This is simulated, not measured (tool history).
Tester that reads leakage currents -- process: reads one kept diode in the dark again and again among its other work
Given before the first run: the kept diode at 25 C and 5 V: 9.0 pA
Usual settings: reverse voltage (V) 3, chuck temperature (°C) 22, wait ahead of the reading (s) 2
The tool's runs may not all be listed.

| run | hour | reverse voltage (V) | chuck temperature (°C) | wait ahead of the reading (s) | current that the tester gives (pA) |
|---|---|---|---|---|---|
| 1 | 0 | 3 | 22 | 2 | 11.4 |
| 2 | 75.6 | 3 | 32 | 2 | 19.84 |
| 3 | 161.4 | 3 | 32 | 2 | 19.93 |
| 4 | 218 | 3 | 22 | 2 | 12.02 |
| 5 | 279.8 | 3 | 22 | 2 | 12.07 |
| 6 | 366.3 | 3 | 48 | 2 | 57.9 |
| 7 | 413.8 | 3 | 48 | 2 | 57.99 |
| 8 | 461.6 | 3 | 22 | 2 | 12.5 |
| 9 | 542.7 | 3 | 22 | 2 | 12.8 |
| 10 | 629.2 | 3 | 22 | 2 | 12.9 |
| 11 | 730.7 | 3 | 22 | 3.43 | 13.01 |
| 12 | 808.5 | 3 | 22 | 3.43 | 13.22 |
| 13 | 874.8 | 3 | 22 | 2 | 13.54 |
| 14 | 954.2 | 3 | 22 | 2 | 13.89 |
| 15 | 1030.8 | 3 | 22 | 2 | 14.01 |
| 16 | 1109.3 | 1.18 | 22 | 2 | 7.31 |
| 17 | 1173.5 | 3 | 45 | 2 | 50.29 |
| 18 | 1230 | 3 | 45 | 2 | 50.26 |
| 19 | 1283.2 | 3.07 | 22 | 2 | 14.86 |
| 20 | 1339.3 | 3 | 22 | 2 | 14.75 |
| 21 | 1445.5 | 2.36 | 22 | 2 | 6.18 |
| 22 | 1539.8 | 12.65 | 22 | 2 | 15.26 |
| 23 | 1640 | 3 | 22 | 4.22 | 7.12 |
| 24 | 1712.8 | 1.36 | 22 | 1.08 | 5.24 |
| 25 | 1775.5 | 1.36 | 22 | 1.08 | 5.39 |
| 26 | 1848.3 | 1.01 | 22 | 4.41 | 4.4 |
| 27 | 1915.2 | 8.1 | 22 | 0.49 | 19.15 |
| 28 | 1962.3 | 12.04 | 22 | 0.53 | 25.36 |
| 29 | 2036.5 | 3 | 56 | 2 | 101.13 |
| 30 | 2104.3 | 3 | 56 | 2 | 101.95 |
| 31 | 2205 | 3 | 56 | 2 | 102.09 |
| 32 | 2250.8 | 3 | 56 | 2 | 103.41 |
| 33 | 2319.7 | 4.79 | 31 | 1.57 | 21.67 |
| 34 | 2383 | 4.79 | 31 | 1.57 | 22.08 |
| 35 | 2484.9 | 4.79 | 31 | 1.57 | 22.43 |
| 36 | 2544.7 | 1.2 | 22 | 3.4 | 5.63 |
| 37 | 2632.9 | 1.2 | 22 | 3.4 | 5.73 |
| 38 | 2712.8 | 2.48 | 22 | 2 | 9.04 |
| 39 | 2799.7 | 4.77 | 36 | 2 | 32.53 |
| 40 | 2851.1 | 4.77 | 36 | 2 | 32.85 |
| 41 | 2942.7 | 8.42 | 22 | 1.33 | 22.61 |

Withheld: 3 entries from between the runs. Position of each, and hidden state at the listed run before versus the listed run after:
After run 20, before run 21: probe card cleaned and baked (hour 1384.4)
  stray current of the dirty probe card, pA a volt: 2.703 -> 0.072; current scale over the true one, %: -0.58 -> -0.6; true chuck temperature over the reading, C: 1.06 -> 1.11
  measured less the result without the state, current that the tester gives (pA): +8.51 -> +0.63
After run 21, before run 22: tester calibrated (hour 1453.3)
  stray current of the dirty probe card, pA a volt: 0.072 -> 0.134; current scale over the true one, %: -0.6 -> -0.73; true chuck temperature over the reading, C: 1.11 -> 1.16
  measured less the result without the state, current that the tester gives (pA): +0.63 -> +2.44
After run 29, before run 30: tester calibrated, once more (hour 2059.4)
  stray current of the dirty probe card, pA a volt: 0.51 -> 0.56; current scale over the true one, %: -0.8 -> -0.05; true chuck temperature over the reading, C: 1.39 -> 1.42
  measured less the result without the state, current that the tester gives (pA): +10.29 -> +11.38
